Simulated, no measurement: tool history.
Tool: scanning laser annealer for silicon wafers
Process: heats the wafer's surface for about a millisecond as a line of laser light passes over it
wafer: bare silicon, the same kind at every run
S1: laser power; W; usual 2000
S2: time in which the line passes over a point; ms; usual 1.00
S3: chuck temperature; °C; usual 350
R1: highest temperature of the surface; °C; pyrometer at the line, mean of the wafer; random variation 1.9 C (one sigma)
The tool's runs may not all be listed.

| run | hour | S1 | S2 | S3 | R1 |
|---|---|---|---|---|---|
| 1 | 0.0 | 2000 | 1.00 | 350 | 1072 |
| 2 | 46.7 | 2000 | 1.00 | 350 | 1069 |
| 3 | 84.7 | 2000 | 1.00 | 369 | 1090 |
| 4 | 117.9 | 2000 | 1.00 | 350 | 1070 |
| 5 | 154.7 | 2000 | 1.00 | 350 | 1068 |
| 6 | 195.8 | 2000 | 1.00 | 350 | 1065 |
|  | 233.2 | window over the wafer cleaned |
| 7 | 241.8 | 2000 | 1.00 | 350 | 1093 |
| 8 | 264.0 | 2000 | 0.78 | 350 | 1005 |
| 9 | 292.8 | 2000 | 0.78 | 350 | 1007 |
| 10 | 316.9 | 2053 | 1.00 | 350 | 1117 |
| 11 | 362.9 | 2000 | 1.00 | 350 | 1092 |
| 12 | 400.5 | 2000 | 1.00 | 350 | 1088 |
| 13 | 446.0 | 2000 | 1.00 | 350 | 1089 |
| 14 | 470.9 | 2000 | 1.10 | 350 | 1123 |
| 15 | 510.1 | 1896 | 1.10 | 350 | 1069 |
| 16 | 531.6 | 1896 | 1.10 | 350 | 1068 |
| 17 | 551.9 | 1896 | 1.10 | 350 | 1065 |
| 18 | 585.9 | 2000 | 1.00 | 350 | 1085 |
| 19 | 617.6 | 2000 | 1.00 | 350 | 1082 |
| 20 | 639.9 | 2000 | 1.00 | 350 | 1086 |
| 21 | 682.0 | 2000 | 1.00 | 350 | 1079 |
| 22 | 711.7 | 2016 | 1.22 | 375 | 1191 |
| 23 | 752.9 | 1992 | 0.80 | 375 | 1026 |
| 24 | 773.1 | 1961 | 0.80 | 375 | 1011 |
| 25 | 806.3 | 2000 | 1.00 | 331 | 1059 |
| 26 | 847.4 | 1748 | 1.05 | 358 | 984 |
| 27 | 890.4 | 1998 | 0.76 | 310 | 944 |
| 28 | 921.4 | 1752 | 1.14 | 346 | 995 |
| 29 | 955.6 | 1758 | 1.00 | 350 | 960 |
| 30 | 992.0 | 1758 | 1.00 | 350 | 956 |
| 31 | 1020.7 | 2111 | 0.95 | 350 | 1108 |
| 32 | 1050.4 | 1928 | 1.00 | 375 | 1059 |
| 33 | 1093.3 | 1928 | 1.00 | 375 | 1059 |
| 34 | 1135.3 | 1928 | 1.00 | 375 | 1058 |

Run 35 comes next. What will it give?
| 35 | 1174.4 | 1934 | 0.81 | 323 | ? |

Run 35 gave R1 939 °C.
Without the tool's hidden state the same run would have given R1 972 °C.
